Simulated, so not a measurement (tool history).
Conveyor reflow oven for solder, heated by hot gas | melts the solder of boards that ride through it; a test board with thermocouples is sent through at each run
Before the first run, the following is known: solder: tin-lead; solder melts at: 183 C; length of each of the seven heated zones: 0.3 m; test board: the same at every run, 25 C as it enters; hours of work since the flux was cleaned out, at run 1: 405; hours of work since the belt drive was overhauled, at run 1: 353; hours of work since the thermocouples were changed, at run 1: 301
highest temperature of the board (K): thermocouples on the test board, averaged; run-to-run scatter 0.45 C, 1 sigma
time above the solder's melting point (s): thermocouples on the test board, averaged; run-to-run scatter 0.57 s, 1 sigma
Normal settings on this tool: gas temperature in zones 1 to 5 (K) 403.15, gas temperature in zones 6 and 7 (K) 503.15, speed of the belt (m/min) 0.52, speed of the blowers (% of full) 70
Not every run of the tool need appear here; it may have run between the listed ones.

run	hour	gas temperature in zones 1 to 5 (K)	gas temperature in zones 6 and 7 (K)	speed of the belt (m/min)	speed of the blowers (% of full)	hours of work since the flux was cleaned out	hours of work since the belt drive was overhauled	hours of work since the thermocouples were changed	highest temperature of the board (K)	time above the solder's melting point (s)
1	0	403.15	503.15	0.52	70	405	353	301	479.15	39.9
2	25.7	403.15	503.15	0.52	70	421	369	317	479.55	40.3
3	42.9	405.15	503.15	0.52	70	431	379	327	480.35	39.5
4	63.2	405.15	503.15	0.52	70	443	391	339	479.95	40.2
5	85.3	403.15	503.15	0.52	56	456	404	352	475.95	34.5
6	108.7	403.15	503.15	0.52	56	470	419	367	475.65	34.2
# hour 129.2: flux residue cleaned out of gas plates and filters
7	132.4	403.15	503.15	0.52	56	2	430	378	481.85	41
8	147.7	403.15	503.15	0.52	56	11	439	387	480.85	41.3
9	164.9	403.15	514.15	0.52	70	22	449	397	494.35	51.7
10	184.2	403.15	514.15	0.52	70	33	461	409	493.65	52.1
11	205.4	405.15	492.15	0.585	57	46	474	422	468.75	24.1
12	220	393.15	503.15	0.515	70	55	482	430	482.85	41.9
# hour 226.5: belt drive overhauled, speed set with a stopwatch
13	250.2	402.15	503.15	0.52	64	70	14	446	482.95	43.9
14	280.9	402.15	503.15	0.52	64	89	33	465	483.25	42
15	301.8	392.15	502.15	0.458	70	101	45	477	484.75	49.6
16	329.7	392.15	502.15	0.458	70	118	62	494	484.95	48.9
# hour 342: belt drive overhauled, speed set with a stopwatch, once more
17	355.4	392.15	502.15	0.458	70	131	8	507	483.55	48.6
18	378.9	392.15	502.15	0.458	70	145	22	521	484.25	48.1
19	405.3	398.15	502.15	0.458	70	161	38	537	484.55	51.2

Consider 5 possible next runs. They are alternatives, not a sequence: every one starts from the tool as it was left by run 19. What does each give?
A	435	398.15	502.15	0.5	70	179	56	555	?	?
B	435	403.15	494.15	0.52	68	179	56	555	?	?
C	435	409.15	498.15	0.508	70	179	56	555	?	?
D	435	403.15	507.15	0.579	80	179	56	555	?	?
E	435	415.15	502.15	0.458	69	179	56	555	?	?

run	highest temperature of the board (K)	time above the solder's melting point (s)
A	482.35	43.1
B	474.75	34.4
C	479.45	42.9
D	483.45	38.2
E	487.85	59.5
The same runs, with their run-to-run variation unchanged, on a tool lacking any hidden condition would have given:
run	highest temperature of the board (K)	time above the solder's melting point (s)
A	485.45	46.3
B	477.55	38.1
C	482.25	45.9
D	486.85	41
E	490.35	61.9
